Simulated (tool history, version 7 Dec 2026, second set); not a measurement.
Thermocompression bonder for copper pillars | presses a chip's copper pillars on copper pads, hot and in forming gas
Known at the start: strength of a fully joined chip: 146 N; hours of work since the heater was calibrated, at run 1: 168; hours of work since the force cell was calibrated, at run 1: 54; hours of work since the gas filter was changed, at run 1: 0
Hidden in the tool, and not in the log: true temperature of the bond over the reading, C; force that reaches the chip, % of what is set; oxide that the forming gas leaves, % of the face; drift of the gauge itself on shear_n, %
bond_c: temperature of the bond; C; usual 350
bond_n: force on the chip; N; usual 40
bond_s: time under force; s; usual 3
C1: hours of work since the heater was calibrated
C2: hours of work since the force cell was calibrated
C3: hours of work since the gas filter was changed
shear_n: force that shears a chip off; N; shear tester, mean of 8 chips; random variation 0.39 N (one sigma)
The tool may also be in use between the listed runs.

Run 1, hour 0: usual settings; C1 168; C2 54; C3 0. Result: shear_n 74 N.
Run 2, hour 14.5: usual settings; C1 179; C2 65; C3 11. Result: shear_n 74.9 N.
Run 3, hour 23.5: usual settings; C1 186; C2 72; C3 18. Result: shear_n 73.2 N.
Run 4, hour 36.9: usual settings; C1 196; C2 82; C3 28. Result: shear_n 73.5 N.
Run 5, hour 46.2: usual settings; C1 203; C2 89; C3 35. Result: shear_n 72.8 N.
Run 6, hour 54: usual settings but bond_n 29 N; C1 209; C2 95; C3 41. Result: shear_n 61.4 N.
Run 7, hour 69.8: usual settings; C1 221; C2 107; C3 53. Result: shear_n 73.5 N.
Run 8, hour 78.1: usual settings; C1 227; C2 114; C3 60. Result: shear_n 73.1 N.
Run 9, hour 89.9: usual settings; C1 236; C2 123; C3 69. Result: shear_n 72.6 N.
Run 10, hour 104.8: usual settings; C1 248; C2 134; C3 80. Result: shear_n 72.5 N.
Run 11, hour 121.2: usual settings; C1 260; C2 147; C3 93. Result: shear_n 72.6 N.
At hour 124.3: heater calibrated with a thermocouple chip.
Run 12, hour 132.8: usual settings; C1 7; C2 154; C3 100. Result: shear_n 73.3 N.
Run 13, hour 149.5: usual settings but bond_n 29 N; C1 19; C2 167; C3 113. Result: shear_n 60.9 N.
Run 14, hour 159.8: usual settings but bond_n 29 N; C1 27; C2 175; C3 121. Result: shear_n 61.9 N.
At hour 169.3: heater calibrated with a thermocouple chip, once more.
Run 15, hour 177.3: usual settings but bond_n 50 N; C1 6; C2 186; C3 132. Result: shear_n 79.3 N.
Run 16, hour 191.8: usual settings but bond_c 377 C, bond_n 33 N, bond_s 2 s; C1 17; C2 197; C3 143. Result: shear_n 71 N.
Run 17, hour 202.3: usual settings but bond_s 4 s; C1 25; C2 206; C3 151. Result: shear_n 77 N.
Run 18, hour 217.4: usual settings but bond_s 2 s; C1 37; C2 217; C3 163. Result: shear_n 60.5 N.
Run 19, hour 232.3: usual settings but bond_c 335 C; C1 48; C2 228; C3 174. Result: shear_n 60.8 N.
Run 20, hour 246.3: usual settings but bond_c 329 C, bond_n 30 N, bond_s 4 s; C1 59; C2 239; C3 185. Result: shear_n 53.6 N.
Run 21, hour 259.5: usual settings but bond_c 376 C; C1 69; C2 249; C3 195. Result: shear_n 87.1 N.
Run 22, hour 271.7: usual settings but bond_c 376 C; C1 78; C2 259; C3 204. Result: shear_n 86.8 N.
Run 23, hour 286.8: usual settings but bond_c 340 C, bond_n 45 N, bond_s 7 s; C1 90; C2 270; C3 216. Result: shear_n 88.1 N.
Run 24, hour 295.7: usual settings but bond_c 331 C, bond_n 45 N, bond_s 7 s; C1 97; C2 277; C3 223. Result: shear_n 81.6 N.
Run 25, hour 309.4: usual settings but bond_c 377 C, bond_n 51 N, bond_s 2 s; C1 107; C2 287; C3 233. Result: shear_n 87.1 N.
Run 26, hour 319: usual settings but bond_c 331 C, bond_n 27 N, bond_s 5 s; C1 114; C2 295; C3 241. Result: shear_n 54.4 N.
Run 27, hour 325.8: usual settings but bond_n 34 N, bond_s 2 s; C1 120; C2 300; C3 246. Result: shear_n 54.3 N.
Run 28, hour 339.1: usual settings but bond_n 34 N, bond_s 2 s; C1 130; C2 310; C3 256. Result: shear_n 54.4 N.

5 ways to go on from here, each from the tool as it stands after run 28. What would each give?
Run A, hour 350.3: usual settings but bond_s 6 s; C1 138; C2 319; C3 265. Result: shear_n ?.
Run B, hour 350.3: usual settings but bond_c 336 C, bond_n 34 N, bond_s 2 s; C1 138; C2 319; C3 265. Result: shear_n ?.
Run C, hour 350.3: usual settings but bond_n 26 N; C1 138; C2 319; C3 265. Result: shear_n ?.
Run D, hour 350.3: usual settings but bond_n 53 N, bond_s 2 s; C1 138; C2 319; C3 265. Result: shear_n ?.
Run E, hour 350.3: usual settings but bond_c 324 C; C1 138; C2 319; C3 265. Result: shear_n ?.

run  shear_n
  A     85.9
  B     46.4
  C     54.6
  D     69.2
  E     53.1
Without the tool's hidden state the same runs would have given:
run  shear_n
  A     90.5
  B     48.6
  C     57.2
  D     72.7
  E     55.6
